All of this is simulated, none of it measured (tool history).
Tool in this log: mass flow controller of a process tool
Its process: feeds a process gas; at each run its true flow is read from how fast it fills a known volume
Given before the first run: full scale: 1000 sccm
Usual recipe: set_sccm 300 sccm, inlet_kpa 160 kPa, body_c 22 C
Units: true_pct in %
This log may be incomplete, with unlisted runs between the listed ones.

run	hour	set_sccm	inlet_kpa	body_c	true_pct
1	0.0	300	160	22	97.25
2	260.9	797	160	22	98.32
3	751.6	133	160	22	95.65
4	1068.5	300	160	33	96.74
5	1327.5	300	160	33	96.60
6	1700.6	300	160	33	96.47
7	2213.0	300	160	33	96.51
8	2661.8	300	160	33	96.20
9	2909.5	563	236	28	96.81
10	3154.9	563	236	22	96.99
11	3694.8	563	236	22	96.85
12	4096.6	563	236	21	96.90
13	4648.3	563	236	21	96.79
14	4940.2	300	165	25	96.11
15	5353.8	474	148	24	97.08

Predict each of these 3 candidate next runs independently; none follows another, all start after run 15:
A	5907.2	334	160	22	?
B	5907.2	300	179	26	?
C	5907.2	765	257	36	?

run	true_pct
A	96.25
B	95.91
C	96.29
Had the tool no hidden state, the same runs would have come out as:
run	true_pct
A	99.71
B	99.54
C	98.88
